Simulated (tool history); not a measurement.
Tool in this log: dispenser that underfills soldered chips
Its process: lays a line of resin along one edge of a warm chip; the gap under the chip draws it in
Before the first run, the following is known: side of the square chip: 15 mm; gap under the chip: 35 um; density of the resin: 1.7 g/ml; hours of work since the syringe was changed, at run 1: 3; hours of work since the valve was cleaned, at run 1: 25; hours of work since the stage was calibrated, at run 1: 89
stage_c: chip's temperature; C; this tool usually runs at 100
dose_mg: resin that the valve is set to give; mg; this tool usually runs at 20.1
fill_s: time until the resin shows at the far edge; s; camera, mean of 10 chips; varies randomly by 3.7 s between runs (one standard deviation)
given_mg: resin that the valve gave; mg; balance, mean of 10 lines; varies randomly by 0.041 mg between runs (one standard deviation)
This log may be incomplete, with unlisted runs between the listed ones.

run  hour  stage_c  dose_mg  hours of work since the syringe was changed  hours of work since the valve was cleaned  hours of work since the stage was calibrated  fill_s  given_mg
  1     0      100     20.1                                            3                                         25                                            89   455.5     19.66
  2   5.3      100     20.1                                            6                                         29                                            93   601.4      19.6
  3    12      100     21.1                                           11                                         33                                            97   853.5     20.58
     13.5  -- new syringe of resin
  4  19.5      112     21.1                                            4                                         38                                           102   300.5     20.49
  5  23.9      100     20.1                                            7                                         41                                           105   634.5     19.46
       27  -- dispensing valve cleaned and set on the balance
  6  29.1      100     20.1                                           10                                          1                                           108   796.5     20.13
       32  -- new syringe of resin
  7  34.1      105     20.1                                            1                                          5                                           111   319.6     20.12
  8  40.1      105     20.1                                            5                                          9                                           115   442.2        20
  9  47.2      100     20.1                                           10                                         13                                           120   805.4     19.89
     49.4  -- new syringe of resin
 10    54      100     20.1                                            3                                         18                                           124   452.2     19.81
 11  58.4       94     23.6                                            6                                         21                                           127   744.7     23.16
 12  63.7       90     17.6                                           10                                         24                                           131  1250.4     17.24
     67.1  -- new syringe of resin
 13  68.5       86     18.6                                            1                                         27                                           134   747.5     18.17
 14  74.2       90       21                                            5                                         31                                           138   809.4     20.51
 15  78.5      113       23                                            8                                         34                                           140     373     22.34
 16    82      113       23                                           10                                         36                                           143   454.8      22.4

Run 17 is up next; what results do you expect?
     84.3  -- new syringe of resin
 17    90      112     17.9                                            4                                         41                                           148       ?         ?

Run 17 came out at fill_s 297.2 s, given_mg 17.33 mg.
With no hidden state in the tool, this same run would have given fill_s 225.1 s, given_mg 17.9 mg.
